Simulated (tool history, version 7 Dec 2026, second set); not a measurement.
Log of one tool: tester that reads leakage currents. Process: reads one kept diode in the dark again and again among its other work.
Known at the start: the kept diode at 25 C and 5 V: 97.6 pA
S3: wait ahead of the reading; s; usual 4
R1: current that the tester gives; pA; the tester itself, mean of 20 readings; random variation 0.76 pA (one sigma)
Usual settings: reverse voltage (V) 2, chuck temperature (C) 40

Run 1, day 0: usual settings. Result: R1 241.86 pA.
Run 2, day 2.738: usual settings. Result: R1 240.85 pA.
Run 3, day 4.158: usual settings but reverse voltage (V) 2.66. Result: R1 270.4 pA.
Run 4, day 6.371: usual settings but S3 7.22 s. Result: R1 240.67 pA.
Run 5, day 8.725: usual settings but S3 1.17 s. Result: R1 240.76 pA.
Run 6, day 10.7: usual settings. Result: R1 239.33 pA.
Run 7, day 12.533: usual settings but reverse voltage (V) 13.05. Result: R1 497.99 pA.
Run 8, day 13.871: usual settings. Result: R1 239.19 pA.
Run 9, day 15.354: usual settings. Result: R1 238.97 pA.
Run 10, day 17.512: usual settings. Result: R1 238.45 pA.
Run 11, day 19.708: usual settings but S3 0.32 s. Result: R1 239.25 pA.
Run 12, day 21.671: usual settings but chuck temperature (C) 48. Result: R1 453.75 pA.
Run 13, day 22.854: usual settings but chuck temperature (C) 48. Result: R1 455.1 pA.
Run 14, day 24.725: usual settings but chuck temperature (C) 31. Result: R1 110.87 pA.
Run 15, day 26.812: usual settings but chuck temperature (C) 31. Result: R1 110.07 pA.
Run 16, day 28.812: usual settings but chuck temperature (C) 31, S3 0.32 s. Result: R1 111.15 pA.
Run 17, day 31.308: usual settings but chuck temperature (C) 36. Result: R1 168.16 pA.
Run 18, day 33.679: usual settings but chuck temperature (C) 36. Result: R1 168.22 pA.
Run 19, day 35.871: usual settings but chuck temperature (C) 36. Result: R1 167.23 pA.
Run 20, day 37.367: usual settings but chuck temperature (C) 36. Result: R1 167.51 pA.
Run 21, day 39.525: usual settings but reverse voltage (V) 1.4, S3 6.56 s. Result: R1 203.82 pA.
Run 22, day 41.246: usual settings but reverse voltage (V) 1.4, S3 6.56 s. Result: R1 203.72 pA.
Run 23, day 43.454: usual settings but reverse voltage (V) 1.4, chuck temperature (C) 31, S3 2.19 s. Result: R1 94.52 pA.
Run 24, day 44.604: usual settings but reverse voltage (V) 1.4, chuck temperature (C) 31, S3 2.19 s. Result: R1 94.47 pA.
Run 25, day 46.367: usual settings but reverse voltage (V) 1.4, chuck temperature (C) 34, S3 4.69 s. Result: R1 122 pA.
Run 26, day 48.396: usual settings but reverse voltage (V) 17.59, chuck temperature (C) 47, S3 2.62 s. Result: R1 956.28 pA.
Run 27, day 50.033: usual settings but reverse voltage (V) 17.59, chuck temperature (C) 47, S3 2.62 s. Result: R1 953.86 pA.
Run 28, day 51.625: usual settings but reverse voltage (V) 16.91, chuck temperature (C) 36, S3 1.36 s. Result: R1 389.61 pA.
Run 29, day 52.888: usual settings but reverse voltage (V) 17.21, chuck temperature (C) 32, S3 4.17 s. Result: R1 280.93 pA.
Run 30, day 55.379: usual settings but reverse voltage (V) 17.21, chuck temperature (C) 32, S3 4.17 s. Result: R1 280.82 pA.
Run 31, day 57.292: usual settings but reverse voltage (V) 5.26, chuck temperature (C) 51, S3 0.36 s. Result: R1 808.84 pA.
Run 32, day 59.188: usual settings but reverse voltage (V) 5.26, chuck temperature (C) 36, S3 0.36 s. Result: R1 243.09 pA.
Run 33, day 61.921: usual settings but reverse voltage (V) 2.48, S3 0.72 s. Result: R1 249.57 pA.
Run 34, day 64.004: usual settings but reverse voltage (V) 1.45, chuck temperature (C) 51, S3 0.69 s. Result: R1 486.29 pA.
Run 35, day 65.908: usual settings but reverse voltage (V) 5.75, chuck temperature (C) 44, S3 9.21 s. Result: R1 478.57 pA.
Run 36, day 68.55: usual settings but reverse voltage (V) 4.05. Result: R1 300.9 pA.
Run 37, day 69.779: usual settings but reverse voltage (V) 1.27, chuck temperature (C) 51, S3 2.67 s. Result: R1 458.98 pA.

Measured less the same run without the tool's hidden state. The same run-to-run variation is in both; the gauge's scatter may not be:
The hidden state here: stray current of the dirty probe card, pA a volt; current scale over the true one, %; true chuck temperature over the reading, C; drift of the gauge itself on leakage_pa, %.
run      R1
  1   -9.71
  2  -10.29
  3  -11.85
  4  -11.12
  5  -11.62
  6  -12.06
  7  -23.33
  8  -12.79
  9  -13.15
 10  -13.63
 11  -14.09
 12     -27
 13  -27.51
 14   -6.99
 15   -7.16
 16   -7.32
 17  -11.78
 18  -12.18
 19  -12.45
 20   -12.7
 21  -16.13
 22  -16.48
 23   -7.77
 24   -7.88
 25  -10.46
 26  -71.13
 27  -72.03
 28  -23.94
 29  -13.89
 30  -14.01
 31  -72.78
 32  -20.84
 33   -24.5
 34  -48.84
 35  -46.68
 36  -30.55
 37  -49.12
